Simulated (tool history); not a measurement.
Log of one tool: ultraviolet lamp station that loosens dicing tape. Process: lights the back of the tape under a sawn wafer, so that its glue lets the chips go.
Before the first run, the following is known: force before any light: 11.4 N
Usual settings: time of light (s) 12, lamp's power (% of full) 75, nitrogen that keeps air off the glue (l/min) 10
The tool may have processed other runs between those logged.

run   hour  time of light (s)  lamp's power (% of full)  nitrogen that keeps air off the glue (l/min)  force that peels the tape off (N)  light that reached the tape (mJ/cm2)
  1    0.0                 12                        75                                            10                              1.953                                   320
  2   25.2                 12                        75                                            10                              1.865                                   321
  3   56.1                 23                        75                                            10                              0.515                                   610
  4   74.4                 23                        75                                            10                              0.518                                   601
  5  112.7                 12                        75                                            10                              2.021                                   314
  6  132.7                 12                        75                                            10                              2.064                                   311
  7  156.6                 10                        75                                            10                              2.604                                   257
     161.1  -- window cleaned of glue's vapour
  8  190.5                 10                        75                                            10                              2.822                                   250
  9  218.0                  9                        75                                            10                              3.168                                   221
 10  242.1                  9                        75                                            10                              3.261                                   216
 11  261.0                  9                        87                                            10                              2.684                                   253
     267.4  -- window cleaned of glue's vapour, once more
 12  304.0                 15                        74                                             4                              1.962                                   429
 13  336.6                 12                        77                                            10                              1.570                                   351
 14  356.3                 12                        73                                             3                              3.242                                   332
 15  386.0                  6                        62                                            18                              4.510                                   138
     396.9  -- lamp changed
 16  425.2                  6                        62                                            18                              3.515                                   177

Below are 5 alternative next runs, each starting from the tool's condition after run 16. Predict each:
  A  467.7                  6                        82                                             8                                  ?                                     ?
  B  467.7                 10                        62                                            18                                  ?                                     ?
  C  467.7                  6                        65                                             4                                  ?                                     ?
  D  467.7                  6                        62                                             6                                  ?                                     ?
  E  467.7                 12                        75                                            11                                  ?                                     ?

run  force that peels the tape off (N)  light that reached the tape (mJ/cm2)
  A                              3.261                                   236
  B                              1.661                                   298
  C                              5.072                                   189
  D                              4.683                                   177
  E                              1.041                                   431
Take away the tool's hidden state, keep each run's random variation, and the runs would have read:
run  force that peels the tape off (N)  light that reached the tape (mJ/cm2)
  A                              3.094                                   246
  B                              1.538                                   310
  C                              4.903                                   197
  D                              4.513                                   185
  E                              0.951                                   449
